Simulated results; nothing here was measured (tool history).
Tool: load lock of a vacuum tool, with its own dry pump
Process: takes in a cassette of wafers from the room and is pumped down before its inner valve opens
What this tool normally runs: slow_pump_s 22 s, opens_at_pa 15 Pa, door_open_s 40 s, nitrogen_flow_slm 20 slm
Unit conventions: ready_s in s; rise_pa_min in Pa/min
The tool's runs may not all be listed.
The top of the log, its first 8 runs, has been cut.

run      day  slow_pump_s  opens_at_pa  door_open_s  nitrogen_flow_slm  hours that the pump has run since its overhaul  times that the door has closed on its seal  incoming humidity of the room's air, %  ready_s  rise_pa_min
  9   79.092           22           15           40                 20                                            6255                                       27117                                    43.6     45.9        0.084
 10    87.05           22           15           40                 20                                            6446                                       28032                                    42.9     45.9         0.09
 11  101.788           22           12           40                 20                                            6799                                       29728                                    41.3     46.8        0.094
 12  108.283           22           12           40                 20                                            6955                                       30475                                    45.5     47.7        0.102
 13  116.058           22           12           40                 20                                            7142                                       31369                                      49     46.3        0.102
 14  127.354           22           12           40                 20                                            7413                                       32669                                    42.8     46.9        0.111
 15  138.912           22           12           40                 20                                            7690                                       33999                                    45.2     46.7        0.115
 16  152.625           22           15           81                 20                                            8019                                       35576                                    43.6     46.2        0.129
 17  160.217           22           15           81                 20                                            8202                                       36449                                    42.8     45.9        0.135
 18  175.117           22           15           40                 20                                            8559                                       38163                                    45.3     46.2        0.133
 19  182.846           22           15           40                 20                                            8745                                       39052                                    43.7     46.4        0.142
     192.579  -- door's seal changed, seat wiped
 20  193.575           13           20           40                 20                                            9001                                         115                                    46.2       39        0.019
 21  201.579           22           15           25                  9                                            9193                                        1035                                    47.3     46.7        0.017
 22  209.479           22           24           31                 20                                            9382                                        1944                                      47     44.9        0.011
 23  216.912           43           19           30                 20                                            9561                                        2799                                    46.1     60.5        0.019
 24  224.292           43           19           30                 28                                            9738                                        3649                                    48.9     59.7         0.01
 25  232.404           43           19           30                 28                                            9933                                        4582                                    43.7     59.6        0.018
 26  243.721           43           12           30                 40                                           10204                                        5883                                    44.6     62.9        0.017
 27  258.146           43           26           30                 20                                           10550                                        7543                                      47     58.9        0.024
 28  268.783           43           21           30                 20                                           10806                                        8767                                    45.9       59        0.029
 29  283.438           43           21           30                 20                                           11157                                       10453                                    46.3     58.4        0.027
 30  298.283           15           21           40                 20                                           11514                                       12160                                    45.5     41.8        0.036
 31  304.804           22           11           27                 39                                           11670                                       12911                                    46.5     48.6        0.027

Expected results for the next run?
 32  312.417           22           14           64                 20                                           11853                                       13786                                    44.8        ?            ?

{"run 32": {"ready_s": 47.5, "rise_pa_min": 0.05}}
On a tool with no hidden condition, and with the same random variation, this run would have come out at ready_s 44 s, rise_pa_min 0.025 Pa/min.

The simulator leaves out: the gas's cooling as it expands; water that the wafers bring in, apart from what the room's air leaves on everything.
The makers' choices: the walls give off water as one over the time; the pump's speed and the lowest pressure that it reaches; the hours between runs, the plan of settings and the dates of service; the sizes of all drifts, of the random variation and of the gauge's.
